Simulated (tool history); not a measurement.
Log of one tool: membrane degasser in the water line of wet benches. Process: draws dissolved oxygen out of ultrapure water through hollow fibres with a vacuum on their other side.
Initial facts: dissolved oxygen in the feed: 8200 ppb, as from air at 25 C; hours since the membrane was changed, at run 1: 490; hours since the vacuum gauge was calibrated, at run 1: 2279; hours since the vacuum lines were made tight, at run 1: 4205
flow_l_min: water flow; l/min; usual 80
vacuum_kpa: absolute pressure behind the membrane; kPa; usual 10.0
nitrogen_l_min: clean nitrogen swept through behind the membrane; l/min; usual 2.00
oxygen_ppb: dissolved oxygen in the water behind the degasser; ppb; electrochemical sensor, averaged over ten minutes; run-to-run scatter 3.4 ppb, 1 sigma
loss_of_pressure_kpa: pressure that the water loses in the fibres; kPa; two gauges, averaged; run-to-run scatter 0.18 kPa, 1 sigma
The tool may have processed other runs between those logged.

run      day  flow_l_min  vacuum_kpa  nitrogen_l_min  hours since the membrane was changed  hours since the vacuum gauge was calibrated  hours since the vacuum lines were made tight  oxygen_ppb  loss_of_pressure_kpa
  1    0.000          80        10.0            2.00                                   490                                         2279                                          4205       524.0                 30.26
  2    2.988          51        10.0            2.00                                   561                                         2351                                          4277       368.7                 19.46
  3    8.588         123        10.0            2.00                                   696                                         2485                                          4411       729.0                 47.13
  4   14.258          83        10.0            2.00                                   832                                         2621                                          4547       542.5                 31.90
  5   18.608          80         7.6            2.00                                   936                                         2725                                          4652       347.3                 30.84
  6   22.346          80         7.6            2.00                                  1026                                         2815                                          4742       350.5                 30.35
  7   26.625          80         7.6            2.00                                  1129                                         2918                                          4844       350.0                 30.68
  8   32.317          80        10.0            1.26                                  1265                                         3054                                          4981       734.7                 30.43
  9   34.879          59        10.0            1.26                                  1327                                         3116                                          5042       595.3                 22.60
 10   39.162          59        10.0            1.26                                  1430                                         3219                                          5145       596.4                 22.55
 11   43.096          86        10.0            2.00                                  1524                                         3313                                          5240       564.3                 32.92
 12   45.954          86        10.0            2.00                                  1593                                         3382                                          5308       560.7                 32.89
 13   49.208          86        10.0            2.00                                  1671                                         3460                                          5386       555.0                 32.96
 14   52.775          86        10.0            2.00                                  1756                                         3545                                          5472       565.4                 32.91
 15   56.267          86        10.0            2.00                                  1840                                         3629                                          5556       561.8                 32.92
 16   59.100          86        10.0            2.00                                  1908                                         3697                                          5624       561.8                 33.14
      59.392  -- vacuum gauge calibrated
 17   63.579          86        10.0            2.00                                  2015                                          100                                          5731       567.0                 32.87
 18   67.912          50         7.4            2.00                                  2119                                          204                                          5835       235.4                 19.34
 19   72.196         104         7.4            2.00                                  2222                                          307                                          5937       423.2                 39.83
 20   77.783         120        10.0            1.82                                  2356                                          441                                          6072       781.6                 46.43
      82.000  -- vacuum gauge calibrated, once more
 21   83.333          81        10.0            4.12                                  2489                                           32                                          6204       291.2                 31.39
 22   88.729          80        18.4            0.98                                  2618                                          162                                          6334      1740.2                 30.60
 23   93.662          80        18.4            0.98                                  2737                                          280                                          6452      1745.1                 30.72
 24   98.167          79        21.0            1.23                                  2845                                          388                                          6560      1738.5                 30.28
 25  100.646         101         7.1            2.62                                  2904                                          448                                          6620       297.6                 38.92
 26  105.988         101         7.1            2.62                                  3033                                          576                                          6748       304.7                 39.35
 27  108.658         119         6.2            0.96                                  3097                                          640                                          6812       522.0                 46.20
 28  113.404         112         6.8            1.38                                  3211                                          754                                          6926       481.5                 43.69
 29  116.521         112         6.8            1.38                                  3285                                          829                                          7001       481.8                 43.21
 30  119.179         125         7.3            1.38                                  3349                                          892                                          7065       584.2                 48.44
 31  121.958          84         8.0            1.81                                  3416                                          959                                          7131       422.7                 32.53
 32  125.038          84         8.0            1.81                                  3490                                         1033                                          7205       422.7                 32.65

Branching from run 32: 3 alternative next runs. What would each branch give?
  A  127.950         117         8.0            2.17                                  3560                                         1103                                          7275           ?                     ?
  B  127.950          84         7.9            3.71                                  3560                                         1103                                          7275           ?                     ?
  C  127.950          88         8.0            1.81                                  3560                                         1103                                          7275           ?                     ?

run  oxygen_ppb  loss_of_pressure_kpa
  A       481.9                 45.34
  B       235.5                 32.65
  C       435.8                 34.16
The same runs, with their run-to-run variation unchanged, on a tool lacking any hidden condition would have given:
run  oxygen_ppb  loss_of_pressure_kpa
  A       476.2                 44.53
  B       231.9                 32.07
  C       431.2                 33.55
